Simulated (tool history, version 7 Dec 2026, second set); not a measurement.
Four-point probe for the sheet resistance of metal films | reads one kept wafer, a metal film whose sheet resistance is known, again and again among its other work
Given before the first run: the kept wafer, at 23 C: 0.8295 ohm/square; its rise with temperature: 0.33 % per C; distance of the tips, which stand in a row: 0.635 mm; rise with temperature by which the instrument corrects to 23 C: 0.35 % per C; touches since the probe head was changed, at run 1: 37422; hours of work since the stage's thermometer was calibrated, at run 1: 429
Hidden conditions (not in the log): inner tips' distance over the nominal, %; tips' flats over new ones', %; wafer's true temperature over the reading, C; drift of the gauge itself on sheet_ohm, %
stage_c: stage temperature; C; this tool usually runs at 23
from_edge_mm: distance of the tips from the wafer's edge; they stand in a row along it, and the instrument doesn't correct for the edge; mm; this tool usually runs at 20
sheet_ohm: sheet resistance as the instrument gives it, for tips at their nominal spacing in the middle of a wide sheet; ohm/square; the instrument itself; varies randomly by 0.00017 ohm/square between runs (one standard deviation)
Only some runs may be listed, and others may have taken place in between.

| run | day | stage_c | from_edge_mm | touches since the probe head was changed | hours of work since the stage's thermometer was calibrated | sheet_ohm |
|---|---|---|---|---|---|---|
| 1 | 0.000 | 23 | 20 | 37422 | 429 | 0.825123 |
| 2 | 1.488 | 23 | 20 | 39335 | 455 | 0.824775 |
| 3 | 2.600 | 23 | 20 | 40769 | 475 | 0.825115 |
| 4 | 3.758 | 23 | 20 | 42262 | 496 | 0.825046 |
| 5 | 5.408 | 23 | 20 | 44388 | 526 | 0.824655 |
| 6 | 7.379 | 23 | 10 | 46929 | 562 | 0.826549 |
| 7 | 8.792 | 23 | 10 | 48746 | 587 | 0.826142 |
| 8 | 10.088 | 23 | 20 | 50418 | 611 | 0.824444 |
| 9 | 11.417 | 23 | 20 | 52126 | 635 | 0.824632 |
| 10 | 13.117 | 23 | 10 | 54319 | 666 | 0.825890 |
| 11 | 14.275 | 23 | 10 | 55811 | 686 | 0.825537 |
| 12 | 15.150 | 23 | 10 | 56939 | 702 | 0.825806 |
| 13 | 16.108 | 23 | 10 | 58169 | 720 | 0.825711 |
| 14 | 17.896 | 23 | 10 | 60473 | 752 | 0.825750 |
| 15 | 19.388 | 23 | 10 | 62395 | 779 | 0.825902 |
| 16 | 21.279 | 23 | 75 | 64831 | 813 | 0.824025 |
|  | 21.442 | stage's thermometer calibrated |
| 17 | 22.429 | 23 | 75 | 66287 | 18 | 0.823538 |
| 18 | 23.471 | 23 | 75 | 67627 | 37 | 0.823730 |
| 19 | 25.092 | 23 | 52 | 69715 | 66 | 0.823645 |
| 20 | 26.962 | 23 | 11 | 72127 | 100 | 0.825109 |
|  | 27.958 | stage's thermometer calibrated, once more |
| 21 | 28.279 | 23 | 11 | 73794 | 6 | 0.824621 |
| 22 | 29.812 | 22 | 20 | 75772 | 34 | 0.823286 |
| 23 | 31.329 | 23 | 13 | 77726 | 61 | 0.824041 |
| 24 | 33.254 | 29 | 20 | 80203 | 96 | 0.822606 |
| 25 | 34.683 | 29 | 64 | 82045 | 122 | 0.822021 |
| 26 | 35.971 | 29 | 64 | 83705 | 145 | 0.821969 |
| 27 | 37.617 | 18 | 11 | 85822 | 175 | 0.824653 |
| 28 | 39.454 | 28 | 16 | 88192 | 208 | 0.822604 |
| 29 | 40.350 | 32 | 49 | 89346 | 224 | 0.821846 |
| 30 | 41.450 | 27 | 5 | 90763 | 244 | 0.829064 |
| 31 | 43.246 | 27 | 5 | 93073 | 276 | 0.828810 |
| 32 | 45.017 | 27 | 16 | 95354 | 308 | 0.822493 |
| 33 | 46.488 | 27 | 16 | 97248 | 335 | 0.822467 |
| 34 | 47.642 | 23 | 5 | 98735 | 356 | 0.829528 |
| 35 | 49.329 | 34 | 16 | 100910 | 386 | 0.821471 |
| 36 | 50.958 | 34 | 3 | 103008 | 416 | 0.840395 |
| 37 | 52.842 | 34 | 3 | 105434 | 450 | 0.840025 |
| 38 | 53.854 | 23 | 8 | 106741 | 468 | 0.824701 |
| 39 | 54.671 | 23 | 8 | 107790 | 483 | 0.824390 |
| 40 | 55.750 | 23 | 8 | 109181 | 502 | 0.824732 |
| 41 | 56.875 | 23 | 8 | 110632 | 523 | 0.824641 |
| 42 | 58.150 | 34 | 7 | 112271 | 546 | 0.823868 |
| 43 | 59.138 | 20 | 26 | 113544 | 563 | 0.822356 |
| 44 | 60.208 | 19 | 12 | 114925 | 583 | 0.823371 |

What differs in the tool's unlogged condition from the final listed run ahead of each entry between runs to the first listed run following it?
Between runs 16 and 17: stage's thermometer calibrated (day 21.442)
  inner tips' distance over the nominal, %: -0.709 -> -0.717; tips' flats over new ones', %: 40 -> 41; wafer's true temperature over the reading, C: 0.24 -> 0.29
  measured result minus the result with no hidden state, sheet_ohm: -0.005714 -> -0.005648 ohm/square
Between runs 20 and 21: stage's thermometer calibrated, once more (day 27.958)
  inner tips' distance over the nominal, %: -0.748 -> -0.757; tips' flats over new ones', %: 44 -> 45; wafer's true temperature over the reading, C: 0.32 -> 0.07
  measured result minus the result with no hidden state, sheet_ohm: -0.005847 -> -0.006614 ohm/square
